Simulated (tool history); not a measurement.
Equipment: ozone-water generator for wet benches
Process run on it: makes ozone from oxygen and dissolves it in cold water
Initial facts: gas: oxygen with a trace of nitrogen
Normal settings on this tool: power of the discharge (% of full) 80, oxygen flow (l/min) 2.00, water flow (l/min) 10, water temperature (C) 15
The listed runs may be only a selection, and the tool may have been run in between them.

run    hour  power of the discharge (% of full)  oxygen flow (l/min)  water flow (l/min)  water temperature (C)  dissolved ozone (ppm)  ozone in the gas ahead of the water (g/m3)
  1     0.0                                  80                 2.00                  10                     15                   24.0                                       225.7
  2    54.0                                  80                 2.00                  10                     15                   24.4                                       227.2
  3   129.7                                  80                 2.00                  10                     15                   24.3                                       229.9
  4   225.6                                  80                 2.00                  10                     15                   24.2                                       229.9
  5   316.1                                  80                 2.00                  10                     15                   24.1                                       228.9
  6   392.6                                  80                 1.15                  10                     15                   19.5                                       275.7
  7   466.2                                  80                 1.15                  10                     15                   19.6                                       275.5
  8   563.2                                  80                 2.00                  10                     18                   23.2                                       230.2
  9   661.1                                  80                 2.00                  10                     18                   23.4                                       230.1
 10   746.8                                  80                 2.00                  10                     18                   23.6                                       229.9
 11   830.6                                  80                 2.00                  10                     18                   23.3                                       230.3
 12   885.5                                  80                 3.46                  10                     15                   27.8                                       193.8
 13  1002.7                                  80                 3.46                  10                     15                   28.1                                       196.7
 14  1062.8                                  80                 3.46                  10                     15                   27.4                                       195.8
 15  1118.5                                  80                 2.00                  10                     15                   24.1                                       234.0
 16  1186.9                                  80                 2.00                  10                     15                   24.4                                       232.3
 17  1283.7                                  80                 2.00                  10                     15                   24.2                                       233.2
 18  1396.0                                  80                 2.00                  10                     15                   24.2                                       233.6
     1480.6  -- gauge calibrated
 19  1500.9                                  80                 2.00                  10                     15                   24.3                                       228.2
 20  1620.9                                  42                 2.00                  10                     12                   17.9                                       162.5
 21  1686.6                                  42                 2.00                  10                     12                   17.9                                       162.9
 22  1745.7                                  80                 3.17                   9                     22                   26.5                                       196.8
     1765.1  -- contactor cleaned
 23  1833.0                                  80                 3.17                   9                     22                   26.2                                       199.2
 24  1932.3                                  81                 2.00                  10                     13                   24.9                                       231.4
 25  2008.8                                  41                 1.76                  11                     13                   15.5                                       167.4
 26  2076.5                                 100                 2.68                   6                     18                   39.6                                       238.8
 27  2193.2                                  80                 1.77                  10                     15                   23.2                                       239.9
 28  2308.9                                  43                 2.54                  12                     12                   16.9                                       155.4
 29  2357.9                                  43                 2.54                  12                     12                   16.6                                       155.3
 30  2433.3                                  80                 2.00                  15                     15                   16.5                                       233.2
 31  2544.1                                  75                 1.54                   7                      8                   30.8                                       244.9
 32  2656.7                                  75                 1.54                   7                      8                   31.1                                       243.6

Predict each of these 3 candidate next runs independently; none follows another, all start after run 32:
  A  2720.0                                  75                 1.59                   7                      8                      ?                                           ?
  B  2720.0                                  80                 2.00                   7                     15                      ?                                           ?
  C  2720.0                                  80                 2.09                   7                     10                      ?                                           ?

run  dissolved ozone (ppm)  ozone in the gas ahead of the water (g/m3)
  A                   31.5                                       240.7
  B                   32.2                                       233.2
  C                   34.9                                       229.7
Take away the tool's hidden state, keep each run's random variation, and the runs would have read:
run  dissolved ozone (ppm)  ozone in the gas ahead of the water (g/m3)
  A                   31.6                                       235.5
  B                   32.2                                       228.2
  C                   35.0                                       224.8
